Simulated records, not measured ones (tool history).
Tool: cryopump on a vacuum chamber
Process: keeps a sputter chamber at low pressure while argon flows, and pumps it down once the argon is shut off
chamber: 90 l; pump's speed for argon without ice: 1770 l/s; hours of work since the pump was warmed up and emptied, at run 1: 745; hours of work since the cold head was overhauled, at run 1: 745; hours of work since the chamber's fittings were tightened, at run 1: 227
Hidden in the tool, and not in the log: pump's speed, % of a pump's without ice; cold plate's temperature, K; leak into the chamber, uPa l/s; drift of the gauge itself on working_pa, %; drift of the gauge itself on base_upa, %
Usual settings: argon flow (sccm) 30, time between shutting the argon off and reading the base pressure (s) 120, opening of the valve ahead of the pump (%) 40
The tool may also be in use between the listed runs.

run	hour	argon flow (sccm)	time between shutting the argon off and reading the base pressure (s)	opening of the valve ahead of the pump (%)	hours of work since the pump was warmed up and emptied	hours of work since the cold head was overhauled	hours of work since the chamber's fittings were tightened	pressure while argon flows (Pa)	pressure after the wait (uPa)
1	0.0	30	120	40	745	745	227	0.0805	0.64
2	24.4	30	222	40	759	759	241	0.0797	0.56
3	45.5	30	104	40	771	771	254	0.0792	0.70
4	80.5	30	104	40	792	792	275	0.0803	0.69
5	118.5	30	120	40	815	815	297	0.0799	0.71
# hour 149.4: pump warmed up, emptied and cooled again
6	162.0	30	120	40	7	838	320	0.0721	0.61
7	194.7	30	120	16	27	857	339	0.1788	0.65
8	217.2	30	120	16	40	870	353	0.1807	0.62
9	248.9	30	120	16	59	889	371	0.1794	0.63
10	279.8	30	103	40	77	907	390	0.0728	0.71
11	297.5	30	103	40	88	918	400	0.0724	0.64
12	317.4	30	120	16	100	930	412	0.1797	0.68
13	336.7	30	120	40	111	941	423	0.0737	0.75
14	357.9	30	50	40	124	954	436	0.0731	0.99
15	385.5	50	120	40	140	970	452	0.1219	0.71
16	414.6	19	120	40	157	987	470	0.0467	0.74
17	431.1	19	120	40	167	997	479	0.0464	0.79
18	468.9	19	120	40	189	1019	502	0.0465	0.82
19	506.3	13	120	30	211	1042	524	0.0422	0.84
20	531.4	30	85	27	226	1056	539	0.1095	0.87
21	556.2	26	24	24	241	1071	554	0.1055	1.54
22	573.4	30	42	40	251	1081	564	0.0741	1.18
23	592.7	30	41	40	263	1093	575	0.0752	1.14
24	624.5	30	176	22	282	1112	594	0.1338	0.80
25	646.5	21	176	54	295	1125	607	0.0393	0.86
26	674.7	21	176	54	311	1141	624	0.0392	0.89
27	690.5	21	176	54	321	1151	633	0.0397	0.88
28	718.8	30	120	16	337	1168	650	0.1834	0.95
29	739.6	37	98	29	350	1180	662	0.1252	1.01
30	773.3	37	26	25	370	1200	682	0.1459	1.55
31	792.6	19	184	57	381	1211	694	0.0337	0.95
32	811.7	19	184	57	392	1223	705	0.0345	0.98
33	848.8	19	184	57	414	1245	727	0.0344	0.99
34	881.9	30	145	28	434	1264	747	0.1084	1.05

Forecast each of these 4 alternatives for the next run:
A	904.2	30	45	28	447	1277	760	?	?
B	904.2	30	120	37	447	1277	760	?	?
C	904.2	27	120	40	447	1277	760	?	?
D	904.2	21	33	25	447	1277	760	?	?

run	pressure while argon flows (Pa)	pressure after the wait (uPa)
A	0.1068	1.36
B	0.0817	1.09
C	0.0683	1.02
D	0.0824	1.54
Without the tool's hidden state the same runs would have given:
run	pressure while argon flows (Pa)	pressure after the wait (uPa)
A	0.1021	0.61
B	0.0771	0.33
C	0.0641	0.28
D	0.0792	0.78
